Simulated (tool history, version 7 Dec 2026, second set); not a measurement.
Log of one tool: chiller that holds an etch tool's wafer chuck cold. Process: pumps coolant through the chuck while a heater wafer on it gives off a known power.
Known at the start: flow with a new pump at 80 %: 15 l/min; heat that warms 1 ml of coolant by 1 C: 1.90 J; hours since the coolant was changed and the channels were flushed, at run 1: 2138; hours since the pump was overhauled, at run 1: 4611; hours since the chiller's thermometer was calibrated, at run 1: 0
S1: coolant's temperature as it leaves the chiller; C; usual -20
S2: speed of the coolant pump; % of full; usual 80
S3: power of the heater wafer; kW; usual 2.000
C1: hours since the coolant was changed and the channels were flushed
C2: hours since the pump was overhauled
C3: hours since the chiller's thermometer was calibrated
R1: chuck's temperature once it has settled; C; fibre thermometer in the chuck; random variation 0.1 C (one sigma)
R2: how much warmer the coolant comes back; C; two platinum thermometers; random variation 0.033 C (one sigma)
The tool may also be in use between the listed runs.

run 1 hour=0.0 | S1=-20 S2=80 S3=2.000 | C1=2138 C2=4611 C3=0 | R1=-5.7 R2=4.20
run 2 hour=137.5 | S1=-20 S2=80 S3=2.000 | C1=2276 C2=4749 C3=138 | R1=-5.6 R2=4.23
run 3 hour=299.3 | S1=-20 S2=80 S3=2.000 | C1=2437 C2=4910 C3=299 | R1=-5.6 R2=4.17
run 4 hour=417.3 | S1=-20 S2=80 S3=2.000 | C1=2556 C2=5028 C3=417 | R1=-5.6 R2=4.21
run 5 hour=515.5 | S1=-20 S2=80 S3=2.000 | C1=2654 C2=5127 C3=515 | R1=-5.5 R2=4.16
run 6 hour=698.6 | S1=-20 S2=80 S3=2.000 | C1=2837 C2=5310 C3=699 | R1=-5.6 R2=4.18
run 7 hour=904.9 | S1=-20 S2=80 S3=1.973 | C1=3043 C2=5516 C3=905 | R1=-5.8 R2=4.05
run 8 hour=1119.9 | S1=-21 S2=80 S3=2.000 | C1=3258 C2=5731 C3=1120 | R1=-6.7 R2=4.07
run 9 hour=1300.6 | S1=-21 S2=80 S3=2.000 | C1=3439 C2=5912 C3=1301 | R1=-6.5 R2=4.07
run 10 hour=1464.9 | S1=-21 S2=80 S3=2.000 | C1=3603 C2=6076 C3=1465 | R1=-6.4 R2=4.10
run 11 hour=1675.5 | S1=-21 S2=80 S3=2.000 | C1=3814 C2=6287 C3=1676 | R1=-6.7 R2=4.10
run 12 hour=1882.2 | S1=-20 S2=97 S3=1.285 | C1=4020 C2=6493 C3=1882 | R1=-12.3 R2=2.03
run 13 hour=2060.7 | S1=-25 S2=80 S3=2.066 | C1=4199 C2=6672 C3=2061 | R1=-10.0 R2=4.15
run 14 hour=2196.1 | S1=-15 S2=92 S3=1.701 | C1=4334 C2=6807 C3=2196 | R1=-4.2 R2=2.85
run 15 hour=2353.1 | S1=-20 S2=80 S3=2.128 | C1=4491 C2=6964 C3=2353 | R1=-4.6 R2=4.25
run 16 hour=2498.5 | S1=-20 S2=80 S3=2.128 | C1=4637 C2=7110 C3=2499 | R1=-4.6 R2=4.23

The next listed run, before its measurement:
run 17 hour=2721.8 | S1=-20 S2=80 S3=2.128 | C1=4860 C2=7333 C3=2722 | R1=? R2=?

R1: -4.5 C
R2: 4.21 C
Without the tool's hidden state the same run would have given R1 -4.6 C, R2 4.47 C.
